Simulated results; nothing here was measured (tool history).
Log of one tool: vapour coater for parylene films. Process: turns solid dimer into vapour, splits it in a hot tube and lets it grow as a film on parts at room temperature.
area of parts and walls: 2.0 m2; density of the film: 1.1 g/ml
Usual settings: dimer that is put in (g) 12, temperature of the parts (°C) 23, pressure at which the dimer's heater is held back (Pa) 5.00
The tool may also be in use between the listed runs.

run	hour	dimer that is put in (g)	temperature of the parts (°C)	pressure at which the dimer's heater is held back (Pa)	thickness of the film (nm)
1	0.0	12	23	5.00	3570
2	69.7	12	23	5.00	3530
# hour 130.6: table's thermometer calibrated
3	134.0	12	23	5.00	3620
4	204.3	11	23	5.00	3320
5	271.0	6	23	5.00	1820
# hour 306.0: trap's valve overhauled
6	350.8	6	23	5.00	1800
7	427.5	6	23	5.00	1800
8	498.4	12	23	5.00	3600
9	554.0	12	23	5.00	3600
10	626.0	12	23	5.00	3540
11	672.8	14	23	5.00	4220
12	743.4	14	23	5.00	4130
13	788.7	14	23	5.00	4180
# hour 810.5: trap's valve overhauled
14	874.1	14	23	5.00	4250
15	932.1	14	15	5.00	4970
16	992.0	14	15	5.00	4910
17	1058.3	14	15	5.00	5010
18	1141.2	14	15	5.00	5050
19	1179.9	14	15	5.00	5000
20	1226.6	14	15	5.00	5020
21	1269.5	14	15	5.00	4950
# hour 1315.1: trap's valve overhauled
22	1338.6	12	34	5.00	2860
23	1417.6	12	23	5.00	3580
24	1457.1	12	23	2.75	3710
25	1530.7	12	23	2.75	3700
26	1591.2	7	18	2.35	2430
27	1649.4	12	29	2.35	3260
28	1709.1	12	25	4.07	3510
29	1789.5	9	19	6.53	2860
# hour 1817.7: trap's valve overhauled
30	1877.6	9	19	6.53	2930
31	1950.9	5	35	6.53	1130
32	2007.8	10	30	11.23	2470
33	2064.6	21	23	2.04	6660
34	2148.1	6	19	2.04	2050
35	2224.0	7	24	5.00	2090
36	2289.2	7	24	5.00	2040
# hour 2324.5: trap's valve overhauled
37	2331.7	5	22	10.36	1430
38	2406.6	5	22	10.36	1520
39	2488.1	9	21	5.00	2830
40	2538.9	11	24	9.13	3140
41	2574.1	11	28	4.07	2950
42	2610.9	7	23	6.47	2080
43	2647.2	6	30	5.00	1560
44	2694.6	12	24	3.66	3560
45	2753.2	12	24	3.66	3640

Forecast each of these 4 alternatives for the next run:
A	2807.2	6	27	5.09	?
B	2807.2	7	24	3.66	?
C	2807.2	6	24	6.89	?
D	2807.2	11	24	3.66	?

run	thickness of the film (nm)
A	1620
B	2090
C	1730
D	3230
Without the tool's hidden state the same runs would have given:
run	thickness of the film (nm)
A	1630
B	2100
C	1740
D	3240
